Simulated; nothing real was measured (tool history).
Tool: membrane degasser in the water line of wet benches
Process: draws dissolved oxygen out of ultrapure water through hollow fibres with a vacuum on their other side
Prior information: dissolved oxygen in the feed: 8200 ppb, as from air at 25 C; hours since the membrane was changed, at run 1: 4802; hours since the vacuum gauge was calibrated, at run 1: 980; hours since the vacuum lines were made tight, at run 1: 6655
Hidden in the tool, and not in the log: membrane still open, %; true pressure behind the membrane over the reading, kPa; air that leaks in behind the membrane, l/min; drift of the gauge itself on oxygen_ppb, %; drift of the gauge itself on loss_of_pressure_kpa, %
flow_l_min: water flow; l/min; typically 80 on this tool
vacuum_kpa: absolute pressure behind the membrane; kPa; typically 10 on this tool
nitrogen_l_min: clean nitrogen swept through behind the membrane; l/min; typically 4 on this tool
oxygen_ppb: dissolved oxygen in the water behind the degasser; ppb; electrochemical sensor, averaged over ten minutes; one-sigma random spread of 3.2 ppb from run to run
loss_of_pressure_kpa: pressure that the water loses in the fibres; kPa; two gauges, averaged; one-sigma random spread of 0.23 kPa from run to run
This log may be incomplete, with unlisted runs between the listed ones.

| run | hour | flow_l_min | vacuum_kpa | nitrogen_l_min | hours since the membrane was changed | hours since the vacuum gauge was calibrated | hours since the vacuum lines were made tight | oxygen_ppb | loss_of_pressure_kpa |
|---|---|---|---|---|---|---|---|---|---|
| 1 | 0 | 80 | 10 | 4 | 4802 | 980 | 6655 | 322.4 | 59.32 |
| 2 | 110.6 | 80 | 10 | 4 | 4913 | 1090 | 6766 | 316.3 | 59.17 |
| 3 | 278.1 | 80 | 10 | 4 | 5080 | 1258 | 6933 | 322.9 | 59.79 |
| 4 | 468.2 | 80 | 10 | 4 | 5270 | 1448 | 7123 | 317.9 | 59.32 |
| 5 | 639.6 | 80 | 10 | 4 | 5442 | 1619 | 7295 | 323.3 | 59.66 |
| 6 | 793.9 | 80 | 10 | 4 | 5596 | 1774 | 7449 | 320.4 | 59.29 |
| 7 | 912.5 | 80 | 10 | 4 | 5715 | 1892 | 7568 | 320.2 | 58.83 |
| 8 | 1053.2 | 77 | 6.1 | 9.91 | 5855 | 2033 | 7708 | 77.8 | 56.8 |
| 9 | 1271 | 77 | 6.1 | 9.91 | 6073 | 2251 | 7926 | 77.4 | 56.55 |
| 10 | 1408.2 | 77 | 6.1 | 9.91 | 6210 | 2388 | 8063 | 77.8 | 56.57 |
| 11 | 1606.2 | 77 | 20.7 | 9.31 | 6408 | 2586 | 8261 | 349.2 | 56.61 |
| 12 | 1823.1 | 65 | 20.7 | 9.31 | 6625 | 2803 | 8478 | 294.6 | 47.8 |

Forecast each of these 5 alternatives for the next run:
| A | 2070.6 | 119 | 20.7 | 3.45 | 6873 | 3050 | 8726 | ? | ? |
| B | 2070.6 | 117 | 11.6 | 3.36 | 6873 | 3050 | 8726 | ? | ? |
| C | 2070.6 | 65 | 20.4 | 9.31 | 6873 | 3050 | 8726 | ? | ? |
| D | 2070.6 | 63 | 10.1 | 9.31 | 6873 | 3050 | 8726 | ? | ? |
| E | 2070.6 | 110 | 11.5 | 4 | 6873 | 3050 | 8726 | ? | ? |

| run | oxygen_ppb | loss_of_pressure_kpa |
|---|---|---|
| A | 1170 | 87.45 |
| B | 635.6 | 86.29 |
| C | 294.4 | 47.67 |
| D | 121.5 | 46.19 |
| E | 530.7 | 81.05 |
Had the tool no hidden state, the same runs would have come out as:
| run | oxygen_ppb | loss_of_pressure_kpa |
|---|---|---|
| A | 1169.7 | 88.33 |
| B | 635.3 | 87.15 |
| C | 294.3 | 48.14 |
| D | 121.4 | 46.65 |
| E | 530.4 | 81.86 |
